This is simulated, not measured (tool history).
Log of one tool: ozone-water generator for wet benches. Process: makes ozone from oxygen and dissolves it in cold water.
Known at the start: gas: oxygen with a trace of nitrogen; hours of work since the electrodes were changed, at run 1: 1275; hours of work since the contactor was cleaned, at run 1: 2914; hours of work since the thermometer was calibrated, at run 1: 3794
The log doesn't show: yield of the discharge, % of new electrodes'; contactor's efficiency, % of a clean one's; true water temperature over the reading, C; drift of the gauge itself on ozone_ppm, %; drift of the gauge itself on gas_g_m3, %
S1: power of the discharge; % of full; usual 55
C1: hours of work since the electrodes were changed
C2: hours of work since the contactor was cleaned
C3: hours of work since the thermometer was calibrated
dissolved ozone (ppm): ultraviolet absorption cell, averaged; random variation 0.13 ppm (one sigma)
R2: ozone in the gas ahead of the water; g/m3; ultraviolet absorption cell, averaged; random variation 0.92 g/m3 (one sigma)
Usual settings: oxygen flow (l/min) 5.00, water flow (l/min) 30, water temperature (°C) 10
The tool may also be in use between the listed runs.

{"run": 1, "day": 0.0, "S1": 55, "oxygen flow (l/min)": 5.0, "water flow (l/min)": 30, "water temperature (°C)": 10, "C1": 1275, "C2": 2914, "C3": 3794, "dissolved ozone (ppm)": 12.7, "R2": 146.2}
{"run": 2, "day": 2.904, "S1": 55, "oxygen flow (l/min)": 5.0, "water flow (l/min)": 30, "water temperature (°C)": 10, "C1": 1342, "C2": 2981, "C3": 3861, "dissolved ozone (ppm)": 12.5, "R2": 146.1}
{"run": 3, "day": 5.046, "S1": 55, "oxygen flow (l/min)": 5.0, "water flow (l/min)": 30, "water temperature (°C)": 10, "C1": 1392, "C2": 3030, "C3": 3910, "dissolved ozone (ppm)": 12.4, "R2": 145.4}
{"run": 4, "day": 7.988, "S1": 55, "oxygen flow (l/min)": 5.0, "water flow (l/min)": 30, "water temperature (°C)": 10, "C1": 1460, "C2": 3098, "C3": 3978, "dissolved ozone (ppm)": 12.4, "R2": 145.0}
{"run": 5, "day": 9.512, "S1": 55, "oxygen flow (l/min)": 2.95, "water flow (l/min)": 30, "water temperature (°C)": 10, "C1": 1495, "C2": 3133, "C3": 4013, "dissolved ozone (ppm)": 10.1, "R2": 173.8}
{"run": 6, "day": 12.533, "S1": 55, "oxygen flow (l/min)": 2.95, "water flow (l/min)": 30, "water temperature (°C)": 10, "C1": 1564, "C2": 3203, "C3": 4083, "dissolved ozone (ppm)": 10.0, "R2": 175.1}
{"run": 7, "day": 15.354, "S1": 55, "oxygen flow (l/min)": 7.09, "water flow (l/min)": 30, "water temperature (°C)": 10, "C1": 1629, "C2": 3268, "C3": 4148, "dissolved ozone (ppm)": 13.8, "R2": 128.5}
{"run": 8, "day": 16.946, "S1": 55, "oxygen flow (l/min)": 7.09, "water flow (l/min)": 30, "water temperature (°C)": 10, "C1": 1666, "C2": 3305, "C3": 4185, "dissolved ozone (ppm)": 13.7, "R2": 125.3}
{"run": 9, "day": 18.979, "S1": 55, "oxygen flow (l/min)": 7.09, "water flow (l/min)": 24, "water temperature (°C)": 10, "C1": 1713, "C2": 3352, "C3": 4232, "dissolved ozone (ppm)": 16.8, "R2": 127.9}
{"run": 10, "day": 22.075, "S1": 55, "oxygen flow (l/min)": 7.09, "water flow (l/min)": 24, "water temperature (°C)": 10, "C1": 1784, "C2": 3423, "C3": 4303, "dissolved ozone (ppm)": 16.6, "R2": 125.9}
{"run": 11, "day": 23.938, "S1": 55, "oxygen flow (l/min)": 7.09, "water flow (l/min)": 24, "water temperature (°C)": 12, "C1": 1827, "C2": 3466, "C3": 4346, "dissolved ozone (ppm)": 16.4, "R2": 124.4}
{"run": 12, "day": 26.654, "S1": 48, "oxygen flow (l/min)": 5.0, "water flow (l/min)": 43, "water temperature (°C)": 10, "C1": 1890, "C2": 3529, "C3": 4409, "dissolved ozone (ppm)": 7.5, "R2": 133.1}
{"run": 13, "day": 29.25, "S1": 48, "oxygen flow (l/min)": 5.01, "water flow (l/min)": 47, "water temperature (°C)": 11, "C1": 1950, "C2": 3588, "C3": 4469, "dissolved ozone (ppm)": 6.7, "R2": 132.7}
{"run": 14, "day": 32.367, "S1": 55, "oxygen flow (l/min)": 3.61, "water flow (l/min)": 38, "water temperature (°C)": 10, "C1": 2022, "C2": 3660, "C3": 4540, "dissolved ozone (ppm)": 8.1, "R2": 159.7}
{"run": 15, "day": 34.083, "S1": 55, "oxygen flow (l/min)": 5.88, "water flow (l/min)": 22, "water temperature (°C)": 7, "C1": 2061, "C2": 3700, "C3": 4580, "dissolved ozone (ppm)": 17.6, "R2": 134.5}
{"run": 16, "day": 35.708, "S1": 55, "oxygen flow (l/min)": 5.88, "water flow (l/min)": 22, "water temperature (°C)": 7, "C1": 2099, "C2": 3737, "C3": 4618, "dissolved ozone (ppm)": 17.7, "R2": 133.3}
{"run": 17, "day": 37.921, "S1": 55, "oxygen flow (l/min)": 5.88, "water flow (l/min)": 22, "water temperature (°C)": 7, "C1": 2150, "C2": 3788, "C3": 4669, "dissolved ozone (ppm)": 17.5, "R2": 133.9}

5 ways to go on from here, each from the tool as it stands after run 17. What would each give?
{"run": "A", "day": 39.446, "S1": 55, "oxygen flow (l/min)": 5.0, "water flow (l/min)": 30, "water temperature (°C)": 10, "C1": 2185, "C2": 3824, "C3": 4704, "dissolved ozone (ppm)": "?", "R2": "?"}
{"run": "B", "day": 39.446, "S1": 57, "oxygen flow (l/min)": 5.11, "water flow (l/min)": 18, "water temperature (°C)": 10, "C1": 2185, "C2": 3824, "C3": 4704, "dissolved ozone (ppm)": "?", "R2": "?"}
{"run": "C", "day": 39.446, "S1": 41, "oxygen flow (l/min)": 2.79, "water flow (l/min)": 21, "water temperature (°C)": 10, "C1": 2185, "C2": 3824, "C3": 4704, "dissolved ozone (ppm)": "?", "R2": "?"}
{"run": "D", "day": 39.446, "S1": 55, "oxygen flow (l/min)": 6.23, "water flow (l/min)": 30, "water temperature (°C)": 6, "C1": 2185, "C2": 3824, "C3": 4704, "dissolved ozone (ppm)": "?", "R2": "?"}
{"run": "E", "day": 39.446, "S1": 65, "oxygen flow (l/min)": 5.16, "water flow (l/min)": 33, "water temperature (°C)": 7, "C1": 2185, "C2": 3824, "C3": 4704, "dissolved ozone (ppm)": "?", "R2": "?"}

run=A dissolved_ozone_(ppm)=12.0 R2=140.3
run=B dissolved_ozone_(ppm)=19.9 R2=142.2
run=C dissolved_ozone_(ppm)=12.1 R2=151.6
run=D dissolved_ozone_(ppm)=13.2 R2=131.4
run=E dissolved_ozone_(ppm)=12.2 R2=151.9
Without the tool's hidden state the same runs would have given:
run=A dissolved_ozone_(ppm)=13.8 R2=152.1
run=B dissolved_ozone_(ppm)=22.6 R2=154.3
run=C dissolved_ozone_(ppm)=13.6 R2=162.1
run=D dissolved_ozone_(ppm)=15.2 R2=142.4
run=E dissolved_ozone_(ppm)=14.2 R2=165.9
